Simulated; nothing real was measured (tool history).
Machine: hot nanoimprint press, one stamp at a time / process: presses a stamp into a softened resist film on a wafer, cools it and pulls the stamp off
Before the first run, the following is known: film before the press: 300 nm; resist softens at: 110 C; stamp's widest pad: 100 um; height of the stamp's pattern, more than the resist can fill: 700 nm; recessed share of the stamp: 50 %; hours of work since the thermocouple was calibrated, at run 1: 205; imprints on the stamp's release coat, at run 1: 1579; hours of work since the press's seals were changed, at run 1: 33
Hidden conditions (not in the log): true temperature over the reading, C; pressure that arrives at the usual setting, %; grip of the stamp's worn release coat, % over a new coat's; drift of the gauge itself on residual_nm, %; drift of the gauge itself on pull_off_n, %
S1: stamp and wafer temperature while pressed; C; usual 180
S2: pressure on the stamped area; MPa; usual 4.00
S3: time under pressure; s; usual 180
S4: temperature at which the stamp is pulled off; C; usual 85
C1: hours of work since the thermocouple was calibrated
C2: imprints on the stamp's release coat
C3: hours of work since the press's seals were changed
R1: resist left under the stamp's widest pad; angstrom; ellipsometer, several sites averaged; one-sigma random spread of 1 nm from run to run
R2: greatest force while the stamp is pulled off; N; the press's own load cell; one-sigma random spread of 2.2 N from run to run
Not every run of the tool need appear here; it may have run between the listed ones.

Run 1, hour 0.0: usual settings; C1 205; C2 1579; C3 33. Result: R1 1390 angstrom, R2 134 N.
Run 2, hour 17.4: usual settings but S2 5.74 MPa; C1 217; C2 1642; C3 45. Result: R1 1196 angstrom, R2 140 N.
Run 3, hour 29.5: usual settings but S3 178 s; C1 225; C2 1686; C3 53. Result: R1 1409 angstrom, R2 135 N.
Run 4, hour 41.8: usual settings; C1 233; C2 1731; C3 61. Result: R1 1391 angstrom, R2 142 N.
Run 5, hour 58.9: usual settings but S2 6.30 MPa; C1 245; C2 1794; C3 73. Result: R1 1145 angstrom, R2 140 N.
Run 6, hour 72.9: usual settings but S2 6.30 MPa; C1 254; C2 1845; C3 82. Result: R1 1134 angstrom, R2 141 N.
Run 7, hour 84.4: usual settings but S4 90 C; C1 262; C2 1887; C3 90. Result: R1 1386 angstrom, R2 127 N.
Run 8, hour 102.3: usual settings but S2 6.30 MPa, S4 90 C; C1 274; C2 1952; C3 102. Result: R1 1119 angstrom, R2 126 N.
Run 9, hour 120.1: usual settings but S2 6.30 MPa, S3 154 s, S4 90 C; C1 286; C2 2017; C3 114. Result: R1 1197 angstrom, R2 129 N.
At hour 138.7: stamp cleaned and given a new release coat.
Run 10, hour 144.1: usual settings; C1 299; C2 20; C3 127. Result: R1 1361 angstrom, R2 96 N.
Run 11, hour 154.1: usual settings; C1 305; C2 56; C3 133. Result: R1 1389 angstrom, R2 93 N.
Run 12, hour 162.4: usual settings but S1 187 C, S2 3.36 MPa, S3 287 s, S4 87 C; C1 311; C2 87; C3 139. Result: R1 937 angstrom, R2 93 N.
Run 13, hour 173.8: usual settings but S3 199 s; C1 319; C2 128; C3 147. Result: R1 1319 angstrom, R2 99 N.
Run 14, hour 182.3: usual settings but S1 169 C; C1 324; C2 160; C3 152. Result: R1 2040 angstrom, R2 103 N.
Run 15, hour 194.8: usual settings but S1 172 C, S2 3.05 MPa, S4 92 C; C1 333; C2 205; C3 161. Result: R1 2025 angstrom, R2 77 N.
Run 16, hour 212.0: usual settings but S1 169 C, S2 2.47 MPa, S3 195 s, S4 71 C; C1 344; C2 268; C3 173. Result: R1 2285 angstrom, R2 137 N.
Run 17, hour 222.2: usual settings but S1 182 C, S2 3.34 MPa, S3 195 s, S4 88 C; C1 351; C2 305; C3 179. Result: R1 1321 angstrom, R2 93 N.
Run 18, hour 230.3: usual settings but S1 189 C, S2 2.53 MPa, S3 92 s, S4 88 C; C1 357; C2 335; C3 185. Result: R1 1545 angstrom, R2 96 N.
Run 19, hour 245.3: usual settings but S2 2.46 MPa, S3 146 s, S4 93 C; C1 367; C2 390; C3 195. Result: R1 1768 angstrom, R2 80 N.
Run 20, hour 258.7: usual settings but S1 170 C, S4 71 C; C1 376; C2 438; C3 204. Result: R1 1943 angstrom, R2 139 N.
Run 21, hour 277.0: usual settings but S1 178 C, S2 3.64 MPa, S3 132 s, S4 74 C; C1 389; C2 505; C3 217. Result: R1 1722 angstrom, R2 134 N.
Run 22, hour 294.7: usual settings but S1 178 C, S2 3.64 MPa, S3 132 s, S4 74 C; C1 401; C2 570; C3 229. Result: R1 1670 angstrom, R2 141 N.

Hidden condition of the tool, last listed run before each entry between runs versus first listed run after:
From run 9 to run 10: stamp cleaned and given a new release coat (hour 138.7)
  true temperature over the reading, C: 1.43 -> 1.48; pressure that arrives at the usual setting, %: 99.54 -> 99.48; grip of the stamp's worn release coat, % over a new coat's: 53.9 -> 0.5
  difference, measured minus the result without the unlogged condition, R1: -67 -> -76 angstrom; R2: +41 -> -3 N
